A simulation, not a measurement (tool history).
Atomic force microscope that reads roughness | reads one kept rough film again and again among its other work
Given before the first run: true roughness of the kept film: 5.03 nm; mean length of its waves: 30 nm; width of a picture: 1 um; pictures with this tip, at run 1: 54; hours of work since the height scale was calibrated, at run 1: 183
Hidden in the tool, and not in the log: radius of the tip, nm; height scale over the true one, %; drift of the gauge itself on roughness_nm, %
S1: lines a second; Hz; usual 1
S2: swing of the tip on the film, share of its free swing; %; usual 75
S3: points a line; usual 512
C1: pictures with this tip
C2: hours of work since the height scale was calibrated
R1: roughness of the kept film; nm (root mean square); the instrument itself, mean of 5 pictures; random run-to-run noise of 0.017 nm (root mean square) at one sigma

run     day    S1  S2   S3   C1   C2     R1
  1       0     1  75  512   54  183  3.611
  2   0.542     1  75  512   71  189   3.47
  3   1.033  0.51  75  512   87  194  3.492
  4    1.65     1  75  512  107  200  3.253
  5   1.958     1  75  512  117  203  3.211
  6   2.292     1  75  512  127  207  3.182
  7       3  0.71  75  512  150  214  3.051
      3.417  -- new tip fitted
  8   3.521  2.52  75  512    3  219  3.737
  9   3.862     1  75  821   14  222  3.958
 10     4.6     1  75  821   38  230  3.745
 11   5.283     1  75  821   59  237  3.557
 12   5.708     1  75  821   73  241  3.468
 13   6.238     1  67  821   90  246  3.412
 14   6.608     1  75  729  102  250  3.263
 15   6.942  1.07  55  273  112  254  3.282
 16   7.588  0.75  75  969  133  260  3.124
 17   7.896  0.75  75  969  143  263  3.067
      8.558  -- new tip fitted
 18   8.625  0.75  75  969    3  270  4.089
 19   9.321  2.12  62  600   25  278   3.82
 20  10.038     1  75  557   48  285  3.653
 21  10.412     1  84  512   60  289  3.447
 22  11.154     1  71  261   83  296  3.399
 23  11.842     1  71  261  105  303  3.226
 24  12.467   0.9  87  285  125  310  2.995
 25  12.912  2.07  66  793  140  314  2.998
 26  13.596   0.9  75  512  162  321  2.927
     13.683  -- new tip fitted
 27  14.358  1.64  75  512   21  329  3.771
 28  14.712  3.63  56  512   33  332  3.745

What if the next run were any one of these 4? Each begins from the tool's condition after run 28:
  A  15.35  3.63  56  637  53  339   ?
  B  15.35  2.65  65  512  53  339   ?
  C  15.35  1.82  56  512  53  339   ?
  D  15.35  1.91  73  313  53  339   ?

run     R1
  A  3.626
  B  3.525
  C  3.711
  D  3.435
Without the tool's hidden state the same runs would have given:
run     R1
  A  4.108
  B  3.994
  C  4.204
  D  3.894

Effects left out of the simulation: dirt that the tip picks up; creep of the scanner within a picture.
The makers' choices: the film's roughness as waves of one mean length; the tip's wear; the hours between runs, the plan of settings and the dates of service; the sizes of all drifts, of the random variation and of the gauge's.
